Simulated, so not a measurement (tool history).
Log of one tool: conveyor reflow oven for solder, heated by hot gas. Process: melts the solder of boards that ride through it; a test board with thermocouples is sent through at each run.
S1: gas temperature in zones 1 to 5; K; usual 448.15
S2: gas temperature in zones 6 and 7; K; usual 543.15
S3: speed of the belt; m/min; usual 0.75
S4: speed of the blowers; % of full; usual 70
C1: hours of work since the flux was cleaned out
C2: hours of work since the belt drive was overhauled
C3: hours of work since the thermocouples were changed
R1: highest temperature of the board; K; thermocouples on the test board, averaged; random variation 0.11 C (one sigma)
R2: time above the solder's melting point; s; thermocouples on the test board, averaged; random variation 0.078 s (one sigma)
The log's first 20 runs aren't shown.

run 21 hour=409.2 | S1=446.15 S2=551.15 S3=0.885 S4=69 | C1=50 C2=632 C3=182 | R1=524.95 R2=29.19
run 22 hour=433.2 | S1=446.15 S2=551.15 S3=0.885 S4=69 | C1=65 C2=648 C3=197 | R1=524.85 R2=29.17
run 23 hour=459 | S1=439.15 S2=543.15 S3=0.75 S4=70 | C1=81 C2=664 C3=213 | R1=523.75 R2=33.34
run 24 hour=484.5 | S1=448.15 S2=536.15 S3=0.876 S4=70 | C1=97 C2=680 C3=229 | R1=514.15 R2=24.84
run 25 hour=507.9 | S1=448.15 S2=536.15 S3=0.876 S4=70 | C1=111 C2=694 C3=243 | R1=514.05 R2=24.78
run 26 hour=526.8 | S1=448.15 S2=556.15 S3=0.876 S4=70 | C1=123 C2=706 C3=255 | R1=529.85 R2=31.97
run 27 hour=543.1 | S1=449.15 S2=556.15 S3=0.876 S4=70 | C1=134 C2=716 C3=266 | R1=529.95 R2=32.25
run 28 hour=568 | S1=448.15 S2=558.15 S3=0.75 S4=69 | C1=149 C2=732 C3=281 | R1=537.25 R2=40.99
run 29 hour=590.9 | S1=440.15 S2=541.15 S3=0.606 S4=56 | C1=164 C2=746 C3=296 | R1=524.05 R2=42.33
run 30 hour=613.4 | S1=440.15 S2=541.15 S3=0.606 S4=56 | C1=178 C2=761 C3=310 | R1=523.75 R2=42.45

4 ways to go on from here, each from the tool as it stands after run 30. What would each give?
run A hour=634.2 | S1=440.15 S2=547.15 S3=0.877 S4=56 | C1=191 C2=774 C3=323 | R1=? R2=?
run B hour=634.2 | S1=448.15 S2=533.15 S3=0.625 S4=51 | C1=191 C2=774 C3=323 | R1=? R2=?
run C hour=634.2 | S1=448.15 S2=543.15 S3=0.75 S4=60 | C1=191 C2=774 C3=323 | R1=? R2=?
run D hour=634.2 | S1=448.15 S2=537.15 S3=0.637 S4=70 | C1=191 C2=774 C3=323 | R1=? R2=?

run=A R1=513.05 R2=21.68
run=B R1=515.55 R2=37.12
run=C R1=521.15 R2=33.59
run=D R1=524.65 R2=43.5
Without the tool's hidden state the same runs would have given:
run=A R1=513.45 R2=21.57
run=B R1=515.55 R2=36.52
run=C R1=521.35 R2=33.21
run=D R1=524.85 R2=42.95

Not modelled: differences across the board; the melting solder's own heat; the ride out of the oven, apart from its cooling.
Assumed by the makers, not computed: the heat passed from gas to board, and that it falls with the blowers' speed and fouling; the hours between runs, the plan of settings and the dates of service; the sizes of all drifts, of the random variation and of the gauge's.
